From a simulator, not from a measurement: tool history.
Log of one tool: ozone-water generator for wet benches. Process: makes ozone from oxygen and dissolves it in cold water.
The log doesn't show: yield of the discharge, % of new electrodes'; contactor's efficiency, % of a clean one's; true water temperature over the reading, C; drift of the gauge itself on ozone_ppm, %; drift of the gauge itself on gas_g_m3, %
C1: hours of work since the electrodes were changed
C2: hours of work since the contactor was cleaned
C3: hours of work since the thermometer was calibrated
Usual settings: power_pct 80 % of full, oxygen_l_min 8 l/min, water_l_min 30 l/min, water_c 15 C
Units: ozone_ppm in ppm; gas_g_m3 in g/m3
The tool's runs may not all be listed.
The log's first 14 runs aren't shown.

Run 15, hour 814.2: usual settings; C1 1990; C2 4570; C3 1412. Result: ozone_ppm 23.7 ppm, gas_g_m3 224.1 g/m3.
Run 16, hour 889.6: usual settings; C1 2042; C2 4623; C3 1465. Result: ozone_ppm 23.3 ppm, gas_g_m3 225.7 g/m3.
Run 17, hour 948.5: usual settings; C1 2083; C2 4664; C3 1506. Result: ozone_ppm 23.4 ppm, gas_g_m3 223.9 g/m3.
Run 18, hour 1008.5: usual settings but power_pct 71 % of full, oxygen_l_min 6.06 l/min, water_l_min 18 l/min, water_c 23 C; C1 2125; C2 4705; C3 1547. Result: ozone_ppm 29.2 ppm, gas_g_m3 238.7 g/m3.
Run 19, hour 1090: usual settings but power_pct 58 % of full, oxygen_l_min 11.35 l/min, water_l_min 36 l/min, water_c 21 C; C1 2182; C2 4762; C3 1604. Result: ozone_ppm 15.2 ppm, gas_g_m3 157.9 g/m3.
Run 20, hour 1150.3: usual settings but power_pct 74 % of full; C1 2223; C2 4804; C3 1646. Result: ozone_ppm 22 ppm, gas_g_m3 213.3 g/m3.
Run 21, hour 1229.8: usual settings but power_pct 74 % of full; C1 2279; C2 4859; C3 1701. Result: ozone_ppm 22.4 ppm, gas_g_m3 211.7 g/m3.
Run 22, hour 1280.2: usual settings but water_l_min 21 l/min, water_c 17 C; C1 2314; C2 4894; C3 1736. Result: ozone_ppm 31.1 ppm, gas_g_m3 222.7 g/m3.
Run 23, hour 1320.2: usual settings but power_pct 96 % of full, oxygen_l_min 12.7 l/min, water_l_min 32 l/min, water_c 18 C; C1 2341; C2 4922; C3 1764. Result: ozone_ppm 23.5 ppm, gas_g_m3 198.8 g/m3.
Run 24, hour 1362.1: usual settings but power_pct 99 % of full, oxygen_l_min 13.5 l/min, water_l_min 25 l/min, water_c 9 C; C1 2371; C2 4951; C3 1793. Result: ozone_ppm 34.1 ppm, gas_g_m3 193.9 g/m3.
Run 25, hour 1425.7: usual settings but power_pct 99 % of full, oxygen_l_min 8.83 l/min, water_l_min 25 l/min, water_c 11 C; C1 2415; C2 4995; C3 1837. Result: ozone_ppm 33.4 ppm, gas_g_m3 240.2 g/m3.
Run 26, hour 1479.3: usual settings but power_pct 99 % of full, oxygen_l_min 4.72 l/min, water_l_min 25 l/min, water_c 11 C; C1 2452; C2 5032; C3 1874. Result: ozone_ppm 30.6 ppm, gas_g_m3 324.2 g/m3.
Run 27, hour 1534.8: usual settings but power_pct 99 % of full, oxygen_l_min 4.72 l/min, water_l_min 25 l/min, water_c 11 C; C1 2491; C2 5071; C3 1913. Result: ozone_ppm 30.5 ppm, gas_g_m3 318.8 g/m3.
Run 28, hour 1571.2: usual settings but water_l_min 44 l/min, water_c 8 C; C1 2516; C2 5096; C3 1938. Result: ozone_ppm 16.5 ppm, gas_g_m3 223.1 g/m3.
Run 29, hour 1649.7: usual settings but water_l_min 44 l/min, water_c 8 C; C1 2570; C2 5151; C3 1993. Result: ozone_ppm 16.4 ppm, gas_g_m3 221 g/m3.
Run 30, hour 1721.1: usual settings but power_pct 56 % of full, oxygen_l_min 9.76 l/min, water_l_min 33 l/min, water_c 11 C; C1 2620; C2 5200; C3 2042. Result: ozone_ppm 18.6 ppm, gas_g_m3 164.5 g/m3.
Run 31, hour 1786.9: usual settings but oxygen_l_min 8.52 l/min, water_l_min 33 l/min, water_c 11 C; C1 2666; C2 5246; C3 2088. Result: ozone_ppm 22 ppm, gas_g_m3 214.3 g/m3.
Run 32, hour 1823.5: usual settings but power_pct 62 % of full, oxygen_l_min 8.52 l/min, water_l_min 33 l/min, water_c 21 C; C1 2691; C2 5272; C3 2113. Result: ozone_ppm 16.7 ppm, gas_g_m3 186.9 g/m3.

5 ways to go on from here, each from the tool as it stands after run 32. What would each give?
Run A, hour 1868.1: usual settings but power_pct 62 % of full, oxygen_l_min 8.52 l/min, water_l_min 42 l/min, water_c 21 C; C1 2722; C2 5303; C3 2144. Result: ozone_ppm ?, gas_g_m3 ?.
Run B, hour 1868.1: usual settings but water_l_min 46 l/min, water_c 11 C; C1 2722; C2 5303; C3 2144. Result: ozone_ppm ?, gas_g_m3 ?.
Run C, hour 1868.1: usual settings but power_pct 45 % of full, oxygen_l_min 8.52 l/min, water_l_min 22 l/min; C1 2722; C2 5303; C3 2144. Result: ozone_ppm ?, gas_g_m3 ?.
Run D, hour 1868.1: usual settings but power_pct 49 % of full, oxygen_l_min 8.52 l/min, water_l_min 22 l/min; C1 2722; C2 5303; C3 2144. Result: ozone_ppm ?, gas_g_m3 ?.
Run E, hour 1868.1: usual settings but power_pct 52 % of full; C1 2722; C2 5303; C3 2144. Result: ozone_ppm ?, gas_g_m3 ?.

run  ozone_ppm  gas_g_m3
  A       13.1       186
  B         15     219.7
  C       21.9     156.6
  D       22.8     162.4
  E         18     173.7
Without the tool's hidden state the same runs would have given:
run  ozone_ppm  gas_g_m3
  A       14.6     194.9
  B         17       232
  C       23.9     162.5
  D       24.9     169.1
  E       19.9       181
